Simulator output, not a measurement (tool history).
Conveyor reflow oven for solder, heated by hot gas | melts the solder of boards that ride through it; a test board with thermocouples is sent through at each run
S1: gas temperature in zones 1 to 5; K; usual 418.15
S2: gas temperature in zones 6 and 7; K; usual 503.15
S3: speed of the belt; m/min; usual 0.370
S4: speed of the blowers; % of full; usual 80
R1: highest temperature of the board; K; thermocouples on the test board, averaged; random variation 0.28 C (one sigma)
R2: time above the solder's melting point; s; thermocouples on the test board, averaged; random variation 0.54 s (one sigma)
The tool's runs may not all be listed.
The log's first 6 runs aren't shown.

Run 7, hour 121.7: usual settings. Result: R1 490.35 K, R2 103.4 s.
Run 8, hour 135.7: usual settings. Result: R1 490.45 K, R2 103.8 s.
Run 9, hour 150.9: usual settings. Result: R1 490.75 K, R2 102.4 s.
Run 10, hour 172.4: usual settings. Result: R1 490.45 K, R2 102.6 s.
Run 11, hour 191.3: usual settings. Result: R1 490.55 K, R2 102.8 s.
Run 12, hour 215.7: usual settings. Result: R1 490.35 K, R2 103.0 s.
Run 13, hour 228.1: usual settings. Result: R1 490.35 K, R2 102.7 s.
Run 14, hour 241.5: usual settings. Result: R1 490.05 K, R2 102.1 s.
Run 15, hour 253.5: usual settings. Result: R1 490.25 K, R2 103.3 s.
Run 16, hour 278.7: usual settings but S2 511.15 K, S4 54 % of full. Result: R1 492.45 K, R2 104.0 s.
Run 17, hour 296.0: usual settings but S2 518.15 K, S3 0.333 m/min, S4 54 % of full. Result: R1 502.45 K, R2 127.7 s.
Run 18, hour 313.6: usual settings but S2 518.15 K, S3 0.333 m/min, S4 79 % of full. Result: R1 506.05 K, R2 133.1 s.
Run 19, hour 330.1: usual settings but S1 421.15 K, S2 495.15 K, S3 0.379 m/min. Result: R1 483.35 K, R2 91.9 s.
At hour 334.4: thermocouples of zones 6 and 7 changed.
Run 20, hour 346.0: usual settings but S1 425.15 K, S2 498.15 K, S3 0.437 m/min. Result: R1 480.75 K, R2 77.6 s.
Run 21, hour 367.1: usual settings but S1 425.15 K, S2 498.15 K, S3 0.437 m/min. Result: R1 480.85 K, R2 76.8 s.
Run 22, hour 383.2: usual settings but S1 419.15 K, S2 515.15 K, S3 0.382 m/min, S4 63 % of full. Result: R1 494.95 K, R2 105.4 s.
Run 23, hour 408.2: usual settings but S2 516.15 K, S3 0.385 m/min. Result: R1 497.85 K, R2 107.1 s.
Run 24, hour 427.6: usual settings but S2 516.15 K, S3 0.385 m/min. Result: R1 498.05 K, R2 107.3 s.
At hour 437.2: flux residue cleaned out of gas plates and filters.
Run 25, hour 456.4: usual settings but S2 492.15 K. Result: R1 482.65 K, R2 94.2 s.
Run 26, hour 478.7: usual settings but S1 421.15 K. Result: R1 492.45 K, R2 108.8 s.
Run 27, hour 504.4: usual settings but S1 421.15 K. Result: R1 492.25 K, R2 109.2 s.
Run 28, hour 530.2: usual settings but S2 495.15 K, S4 64 % of full. Result: R1 483.25 K, R2 93.4 s.
Run 29, hour 550.3: usual settings but S2 495.15 K, S4 64 % of full. Result: R1 482.65 K, R2 92.9 s.
Run 30, hour 567.0: usual settings but S2 495.15 K, S4 64 % of full. Result: R1 482.65 K, R2 92.6 s.

Forecast each of these 3 alternatives for the next run:
Run A, hour 581.8: usual settings but S1 427.15 K, S2 507.15 K, S4 70 % of full. Result: R1 ?, R2 ?.
Run B, hour 581.8: usual settings but S2 508.15 K, S3 0.376 m/min, S4 74 % of full. Result: R1 ?, R2 ?.
Run C, hour 581.8: usual settings but S1 406.15 K, S2 501.15 K, S4 69 % of full. Result: R1 ?, R2 ?.

run      R1     R2
  A  495.85  115.8
  B  495.35  107.2
  C  486.45   90.7
Without the tool's hidden state the same runs would have given:
run      R1     R2
  A  495.45  113.7
  B  495.05  105.2
  C  486.05   89.1

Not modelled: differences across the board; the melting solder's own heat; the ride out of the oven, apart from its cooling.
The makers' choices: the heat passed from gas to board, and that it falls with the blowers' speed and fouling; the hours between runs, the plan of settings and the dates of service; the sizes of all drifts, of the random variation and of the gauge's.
